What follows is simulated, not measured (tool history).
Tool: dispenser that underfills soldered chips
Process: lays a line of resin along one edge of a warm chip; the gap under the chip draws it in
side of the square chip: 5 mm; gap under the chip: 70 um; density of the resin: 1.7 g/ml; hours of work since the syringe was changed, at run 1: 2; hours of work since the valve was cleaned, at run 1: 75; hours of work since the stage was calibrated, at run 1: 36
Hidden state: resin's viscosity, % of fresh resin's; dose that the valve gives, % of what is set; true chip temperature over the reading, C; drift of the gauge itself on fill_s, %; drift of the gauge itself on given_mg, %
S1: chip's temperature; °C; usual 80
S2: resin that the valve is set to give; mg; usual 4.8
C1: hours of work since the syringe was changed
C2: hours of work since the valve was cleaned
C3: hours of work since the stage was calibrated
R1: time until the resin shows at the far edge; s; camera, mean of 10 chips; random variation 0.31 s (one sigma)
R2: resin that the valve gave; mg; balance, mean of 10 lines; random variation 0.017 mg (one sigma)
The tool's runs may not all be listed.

run    day  S1    S2  C1   C2  C3    R1    R2
  1      0  80   4.8   2   75  36   8.2  4.61
  2   0.15  80   4.8   4   77  38  10.3  4.58
  3  0.262  80   4.8   6   79  40  11.2   4.6
  4  0.396  80  4.81   8   81  42  13.7  4.61
     0.475  -- new syringe of resin
  5  0.529  80   4.8   1   83  44     7  4.58
  6  0.679  80   4.8   3   86  46   8.8  4.58
  7    0.8  80   4.8   5   88  48  10.3  4.57
  8  0.979  80   4.8   8   90  51  13.8  4.56
     1.067  -- new syringe of resin
  9  1.096  69  5.74   0   92  53  12.6  5.46
 10  1.296  86  5.74   4   95  56   7.3  5.44
 11  1.404  86  5.74   5   97  58   8.3  5.46
 12  1.612  71  4.24   9  100  61  24.2  3.99
      1.65  -- new syringe of resin
 13    1.8  88  4.74   2  103  64   5.7  4.45
 14  2.004  88  5.92   6  106  67   7.4  5.58
 15  2.142  88  5.92   8  109  70   9.5  5.58

Measured less the same run without the tool's hidden state. The same run-to-run variation is in both; the gauge's scatter may not be:
run    R1     R2
  1  +1.2   -0.2
  2  +3.1   -0.2
  3  +4.7  -0.21
  4    +7  -0.21
  5  +0.4  -0.22
  6  +2.1  -0.23
  7  +3.8  -0.23
  8  +6.8  -0.24
  9  +0.8  -0.29
 10    +2   -0.3
 11  +3.1  -0.31
 12   +13  -0.23
 13  +1.2  -0.27
 14  +3.1  -0.35
 15  +4.6  -0.36

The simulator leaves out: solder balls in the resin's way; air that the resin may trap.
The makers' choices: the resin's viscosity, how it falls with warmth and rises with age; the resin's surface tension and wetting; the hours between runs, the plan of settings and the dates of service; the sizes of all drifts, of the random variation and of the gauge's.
